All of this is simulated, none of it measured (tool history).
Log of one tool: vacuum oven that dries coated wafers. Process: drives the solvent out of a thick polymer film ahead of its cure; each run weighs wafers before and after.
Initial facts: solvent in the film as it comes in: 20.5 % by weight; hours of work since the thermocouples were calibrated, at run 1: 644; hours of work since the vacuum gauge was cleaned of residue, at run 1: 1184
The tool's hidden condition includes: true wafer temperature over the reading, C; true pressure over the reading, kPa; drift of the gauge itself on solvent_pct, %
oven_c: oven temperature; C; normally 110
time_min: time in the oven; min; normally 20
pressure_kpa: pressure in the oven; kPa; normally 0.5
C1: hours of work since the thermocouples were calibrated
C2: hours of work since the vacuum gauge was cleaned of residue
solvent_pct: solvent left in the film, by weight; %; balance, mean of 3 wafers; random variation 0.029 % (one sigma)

run 1 day=0 | oven_c=110 time_min=20 pressure_kpa=0.5 | C1=644 C2=1184 | solvent_pct=1
run 2 day=1.675 | oven_c=110 time_min=20 pressure_kpa=1.988 | C1=665 C2=1205 | solvent_pct=1.63
run 3 day=3.883 | oven_c=99 time_min=20 pressure_kpa=0.5 | C1=692 C2=1232 | solvent_pct=4.04
run 4 day=6.604 | oven_c=99 time_min=20 pressure_kpa=0.926 | C1=726 C2=1265 | solvent_pct=4.24
run 5 day=8.408 | oven_c=99 time_min=20 pressure_kpa=0.926 | C1=748 C2=1288 | solvent_pct=4.24
run 6 day=11.954 | oven_c=99 time_min=20 pressure_kpa=0.926 | C1=792 C2=1331 | solvent_pct=4.21
run 7 day=14.629 | oven_c=110 time_min=20 pressure_kpa=0.5 | C1=825 C2=1364 | solvent_pct=1
run 8 day=17.771 | oven_c=110 time_min=20 pressure_kpa=0.5 | C1=864 C2=1403 | solvent_pct=1.06
run 9 day=19.871 | oven_c=110 time_min=20 pressure_kpa=0.5 | C1=889 C2=1429 | solvent_pct=1.05
run 10 day=21.712 | oven_c=110 time_min=20 pressure_kpa=0.5 | C1=912 C2=1452 | solvent_pct=1.07
run 11 day=23.879 | oven_c=110 time_min=20 pressure_kpa=0.5 | C1=939 C2=1478 | solvent_pct=1.08
run 12 day=25.492 | oven_c=110 time_min=20 pressure_kpa=0.5 | C1=959 C2=1498 | solvent_pct=1.09
run 13 day=28.188 | oven_c=110 time_min=20 pressure_kpa=0.5 | C1=992 C2=1531 | solvent_pct=1.05
run 14 day=31.642 | oven_c=110 time_min=20 pressure_kpa=0.5 | C1=1035 C2=1574 | solvent_pct=1.14
run 15 day=33.208 | oven_c=110 time_min=20 pressure_kpa=0.5 | C1=1054 C2=1593 | solvent_pct=1.11
run 16 day=35.517 | oven_c=110 time_min=20 pressure_kpa=0.5 | C1=1082 C2=1622 | solvent_pct=1.1
run 17 day=39.012 | oven_c=110 time_min=20 pressure_kpa=0.5 | C1=1125 C2=1665 | solvent_pct=1.15
run 18 day=40.85 | oven_c=110 time_min=20 pressure_kpa=0.487 | C1=1148 C2=1687 | solvent_pct=1.09
run 19 day=43.646 | oven_c=110 time_min=12 pressure_kpa=0.5 | C1=1182 C2=1722 | solvent_pct=3.01
run 20 day=47.15 | oven_c=124 time_min=12 pressure_kpa=0.5 | C1=1226 C2=1765 | solvent_pct=0.42
run 21 day=49.954 | oven_c=110 time_min=23 pressure_kpa=0.5 | C1=1260 C2=1800 | solvent_pct=0.8
run 22 day=51.729 | oven_c=110 time_min=23 pressure_kpa=0.5 | C1=1282 C2=1821 | solvent_pct=0.88
run 23 day=54.271 | oven_c=119 time_min=20 pressure_kpa=0.937 | C1=1313 C2=1853 | solvent_pct=0.49
run 24 day=56.321 | oven_c=102 time_min=13 pressure_kpa=0.937 | C1=1339 C2=1878 | solvent_pct=5.8
run 25 day=59.079 | oven_c=113 time_min=30 pressure_kpa=0.556 | C1=1373 C2=1912 | solvent_pct=0.36
run 26 day=62.467 | oven_c=111 time_min=14 pressure_kpa=0.993 | C1=1414 C2=1954 | solvent_pct=2.27
run 27 day=64.529 | oven_c=111 time_min=14 pressure_kpa=0.993 | C1=1440 C2=1979 | solvent_pct=2.34
-- day=66.267 oven's thermocouples calibrated
run 28 day=68.062 | oven_c=110 time_min=17 pressure_kpa=0.268 | C1=22 C2=2022 | solvent_pct=1.78
run 29 day=70.033 | oven_c=110 time_min=17 pressure_kpa=0.268 | C1=46 C2=2046 | solvent_pct=1.73
run 30 day=71.971 | oven_c=114 time_min=24 pressure_kpa=1.88 | C1=70 C2=2070 | solvent_pct=1.06
run 31 day=74.308 | oven_c=115 time_min=11 pressure_kpa=0.5 | C1=99 C2=2099 | solvent_pct=2.29
run 32 day=76.512 | oven_c=116 time_min=17 pressure_kpa=0.813 | C1=126 C2=2126 | solvent_pct=0.94
-- day=79.612 oven's thermocouples calibrated, once more
run 33 day=80.012 | oven_c=114 time_min=33 pressure_kpa=1.668 | C1=5 C2=2168 | solvent_pct=0.74
run 34 day=81.712 | oven_c=110 time_min=12 pressure_kpa=0.685 | C1=26 C2=2189 | solvent_pct=2.81
run 35 day=84.271 | oven_c=110 time_min=12 pressure_kpa=0.685 | C1=57 C2=2221 | solvent_pct=2.85
run 36 day=86.112 | oven_c=102 time_min=31 pressure_kpa=0.504 | C1=80 C2=2243 | solvent_pct=1.34
run 37 day=87.992 | oven_c=110 time_min=20 pressure_kpa=0.392 | C1=103 C2=2266 | solvent_pct=1.01
run 38 day=91.621 | oven_c=110 time_min=20 pressure_kpa=0.392 | C1=148 C2=2311 | solvent_pct=1.04
run 39 day=95.154 | oven_c=110 time_min=20 pressure_kpa=1.147 | C1=192 C2=2355 | solvent_pct=1.32
run 40 day=97.779 | oven_c=110 time_min=20 pressure_kpa=1.147 | C1=224 C2=2387 | solvent_pct=1.31
run 41 day=100.483 | oven_c=110 time_min=20 pressure_kpa=1.147 | C1=257 C2=2420 | solvent_pct=1.38
run 42 day=102.179 | oven_c=104 time_min=20 pressure_kpa=1.389 | C1=278 C2=2441 | solvent_pct=2.85
-- day=102.554 vacuum gauge cleaned of residue and calibrated
run 43 day=104.054 | oven_c=104 time_min=20 pressure_kpa=1.389 | C1=301 C2=19 | solvent_pct=2.71
run 44 day=107.75 | oven_c=101 time_min=20 pressure_kpa=0.538 | C1=346 C2=64 | solvent_pct=3.25

Hidden state at the last listed run before each entry between runs and at the first one after, where it differs:
Between runs 27 and 28: oven's thermocouples calibrated (day 66.267)
  true wafer temperature over the reading, C: -1.56 -> -2.18; true pressure over the reading, kPa: 0.272 -> 0.278
  the result without the hidden state subtracted from the measured one, solvent_pct: +0.5 -> +0.57 %
Between runs 32 and 33: oven's thermocouples calibrated, once more (day 79.612)
  true wafer temperature over the reading, C: -2.3 -> -0.43; true pressure over the reading, kPa: 0.293 -> 0.299
  the result without the hidden state subtracted from the measured one, solvent_pct: +0.33 -> +0.12 %
Between runs 42 and 43: vacuum gauge cleaned of residue and calibrated (day 102.554)
  true wafer temperature over the reading, C: -0.74 -> -0.77; true pressure over the reading, kPa: 0.337 -> 0.009
  the result without the hidden state subtracted from the measured one, solvent_pct: +0.37 -> +0.22 %
